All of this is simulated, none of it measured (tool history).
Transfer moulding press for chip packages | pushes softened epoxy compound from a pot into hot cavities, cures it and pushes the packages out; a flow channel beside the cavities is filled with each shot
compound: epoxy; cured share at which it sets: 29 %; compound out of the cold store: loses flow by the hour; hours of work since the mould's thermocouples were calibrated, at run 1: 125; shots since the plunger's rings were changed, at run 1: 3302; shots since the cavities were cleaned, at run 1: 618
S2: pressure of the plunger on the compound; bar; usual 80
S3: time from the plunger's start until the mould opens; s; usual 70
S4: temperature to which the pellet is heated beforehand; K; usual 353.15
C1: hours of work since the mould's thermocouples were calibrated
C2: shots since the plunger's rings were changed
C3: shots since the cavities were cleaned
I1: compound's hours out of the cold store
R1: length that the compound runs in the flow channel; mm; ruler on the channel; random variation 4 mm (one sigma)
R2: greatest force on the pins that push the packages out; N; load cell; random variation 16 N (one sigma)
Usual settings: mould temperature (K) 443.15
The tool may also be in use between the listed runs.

{"run": 1, "day": 0.0, "mould temperature (K)": 443.15, "S2": 80, "S3": 70, "S4": 353.15, "C1": 125, "C2": 3302, "C3": 618, "I1": 39.8, "R1": 858, "R2": 1431}
{"run": 2, "day": 0.392, "mould temperature (K)": 443.15, "S2": 80, "S3": 70, "S4": 353.15, "C1": 129, "C2": 3431, "C3": 747, "I1": 30.7, "R1": 891, "R2": 1525}
{"run": 3, "day": 0.779, "mould temperature (K)": 443.15, "S2": 80, "S3": 70, "S4": 353.15, "C1": 134, "C2": 3558, "C3": 874, "I1": 14.2, "R1": 983, "R2": 1634}
{"run": 4, "day": 1.033, "mould temperature (K)": 443.15, "S2": 80, "S3": 70, "S4": 353.15, "C1": 137, "C2": 3641, "C3": 957, "I1": 14.8, "R1": 960, "R2": 1777}
{"day": 1.146, "done": "cavities cleaned with cleaning compound and waxed"}
{"run": 5, "day": 1.317, "mould temperature (K)": 443.15, "S2": 80, "S3": 70, "S4": 353.15, "C1": 140, "C2": 3714, "C3": 57, "I1": 27.9, "R1": 897, "R2": 910}
{"run": 6, "day": 1.825, "mould temperature (K)": 443.15, "S2": 80, "S3": 70, "S4": 353.15, "C1": 146, "C2": 3879, "C3": 222, "I1": 22.8, "R1": 921, "R2": 1218}
{"run": 7, "day": 2.342, "mould temperature (K)": 443.15, "S2": 80, "S3": 59, "S4": 353.15, "C1": 153, "C2": 4049, "C3": 392, "I1": 38.3, "R1": 854, "R2": 2069}
{"run": 8, "day": 2.621, "mould temperature (K)": 443.15, "S2": 90.8, "S3": 59, "S4": 353.15, "C1": 156, "C2": 4140, "C3": 483, "I1": 10, "R1": 1054, "R2": 2423}
{"day": 3.004, "done": "plunger's sealing rings changed"}
{"run": 9, "day": 3.179, "mould temperature (K)": 443.15, "S2": 80, "S3": 70, "S4": 353.15, "C1": 162, "C2": 57, "C3": 632, "I1": 42.9, "R1": 857, "R2": 1462}
{"run": 10, "day": 3.542, "mould temperature (K)": 443.15, "S2": 80, "S3": 70, "S4": 362.15, "C1": 166, "C2": 176, "C3": 751, "I1": 44.2, "R1": 851, "R2": 1477}
{"run": 11, "day": 3.929, "mould temperature (K)": 443.15, "S2": 80, "S3": 70, "S4": 362.15, "C1": 171, "C2": 303, "C3": 878, "I1": 31.4, "R1": 906, "R2": 1524}
{"day": 4.3, "done": "cavities cleaned with cleaning compound and waxed"}
{"run": 12, "day": 4.496, "mould temperature (K)": 443.15, "S2": 98.8, "S3": 70, "S4": 353.15, "C1": 177, "C2": 468, "C3": 65, "I1": 45, "R1": 942, "R2": 859}
{"run": 13, "day": 4.988, "mould temperature (K)": 443.15, "S2": 98.8, "S3": 70, "S4": 353.15, "C1": 183, "C2": 629, "C3": 226, "I1": 35, "R1": 987, "R2": 1097}
{"run": 14, "day": 5.354, "mould temperature (K)": 443.15, "S2": 98.8, "S3": 70, "S4": 353.15, "C1": 188, "C2": 750, "C3": 347, "I1": 25.6, "R1": 1045, "R2": 1298}
{"run": 15, "day": 5.862, "mould temperature (K)": 451.15, "S2": 98.8, "S3": 70, "S4": 356.15, "C1": 194, "C2": 916, "C3": 513, "I1": 8.9, "R1": 1093, "R2": 920}
{"run": 16, "day": 6.383, "mould temperature (K)": 451.15, "S2": 98.8, "S3": 70, "S4": 356.15, "C1": 201, "C2": 1087, "C3": 684, "I1": 16.2, "R1": 1045, "R2": 947}
{"run": 17, "day": 6.796, "mould temperature (K)": 443.15, "S2": 64.1, "S3": 70, "S4": 349.15, "C1": 206, "C2": 1222, "C3": 819, "I1": 23.8, "R1": 836, "R2": 1649}
{"run": 18, "day": 7.138, "mould temperature (K)": 443.15, "S2": 78.7, "S3": 70, "S4": 355.15, "C1": 210, "C2": 1334, "C3": 931, "I1": 17.9, "R1": 956, "R2": 1723}
{"day": 7.333, "done": "cavities cleaned with cleaning compound and waxed"}
{"run": 19, "day": 7.55, "mould temperature (K)": 444.15, "S2": 76.5, "S3": 74, "S4": 347.15, "C1": 214, "C2": 1448, "C3": 71, "I1": 8, "R1": 991, "R2": 817}
{"run": 20, "day": 7.917, "mould temperature (K)": 443.15, "S2": 67.2, "S3": 77, "S4": 353.15, "C1": 219, "C2": 1569, "C3": 192, "I1": 11.5, "R1": 914, "R2": 922}
{"run": 21, "day": 8.304, "mould temperature (K)": 443.15, "S2": 81.5, "S3": 91, "S4": 353.15, "C1": 224, "C2": 1696, "C3": 319, "I1": 11.5, "R1": 1000, "R2": 808}
{"run": 22, "day": 8.788, "mould temperature (K)": 443.15, "S2": 81.5, "S3": 91, "S4": 353.15, "C1": 230, "C2": 1855, "C3": 478, "I1": 45.1, "R1": 850, "R2": 846}
{"run": 23, "day": 9.2, "mould temperature (K)": 443.15, "S2": 85.2, "S3": 91, "S4": 349.15, "C1": 235, "C2": 1990, "C3": 613, "I1": 14.5, "R1": 1016, "R2": 927}
{"run": 24, "day": 9.638, "mould temperature (K)": 443.15, "S2": 85.2, "S3": 91, "S4": 349.15, "C1": 240, "C2": 2133, "C3": 756, "I1": 47.8, "R1": 848, "R2": 960}
{"run": 25, "day": 9.888, "mould temperature (K)": 443.15, "S2": 77.6, "S3": 91, "S4": 349.15, "C1": 243, "C2": 2214, "C3": 837, "I1": 16.4, "R1": 963, "R2": 1008}
{"day": 10.346, "done": "cavities cleaned with cleaning compound and waxed"}
{"run": 26, "day": 10.35, "mould temperature (K)": 443.15, "S2": 77.6, "S3": 54, "S4": 360.15, "C1": 248, "C2": 2345, "C3": 0, "I1": 37.5, "R1": 864, "R2": 1466}
{"run": 27, "day": 10.583, "mould temperature (K)": 443.15, "S2": 77.6, "S3": 54, "S4": 360.15, "C1": 251, "C2": 2423, "C3": 78, "I1": 32, "R1": 875, "R2": 1760}
{"run": 28, "day": 10.958, "mould temperature (K)": 449.15, "S2": 91.9, "S3": 56, "S4": 357.15, "C1": 256, "C2": 2545, "C3": 200, "I1": 25.5, "R1": 963, "R2": 1307}

How the hidden state differs across the entries between the runs, from the last listed run before each to the first after it:
Between runs 4 and 5: cavities cleaned with cleaning compound and waxed (day 1.146)
  pressure that reaches the compound, % of what is set: 94.58 -> 94.47; grip of the stained cavities, % over clean ones': 102.7 -> 13.1
  measured less the result without the state, R1: -27 -> -26 mm; R2: +907 -> +112 N
Between runs 8 and 9: plunger's sealing rings changed (day 3.004)
  true mould temperature over the reading, C: -0.09 -> -0.08; pressure that reaches the compound, % of what is set: 93.88 -> 99.87; grip of the stained cavities, % over clean ones': 77.2 -> 89
  measured less the result without the state, R1: -34 -> +0 mm; R2: +1065 -> +692 N
Between runs 11 and 12: cavities cleaned with cleaning compound and waxed (day 4.3)
  pressure that reaches the compound, % of what is set: 99.53 -> 99.31; grip of the stained cavities, % over clean ones': 102.4 -> 15.6
  measured less the result without the state, R1: -1 -> -3 mm; R2: +776 -> +119 N
Between runs 18 and 19: cavities cleaned with cleaning compound and waxed (day 7.333)
  pressure that reaches the compound, % of what is set: 98.12 -> 97.96; grip of the stained cavities, % over clean ones': 104.2 -> 16
  measured less the result without the state, R1: -9 -> -11 mm; R2: +878 -> +115 N
Between runs 25 and 26: cavities cleaned with cleaning compound and waxed (day 10.346)
  true mould temperature over the reading, C: 0.05 -> 0.06; pressure that reaches the compound, % of what is set: 96.89 -> 96.7; grip of the stained cavities, % over clean ones': 99.7 -> 1.1
  measured less the result without the state, R1: -15 -> -14 mm; R2: +500 -> +10 N

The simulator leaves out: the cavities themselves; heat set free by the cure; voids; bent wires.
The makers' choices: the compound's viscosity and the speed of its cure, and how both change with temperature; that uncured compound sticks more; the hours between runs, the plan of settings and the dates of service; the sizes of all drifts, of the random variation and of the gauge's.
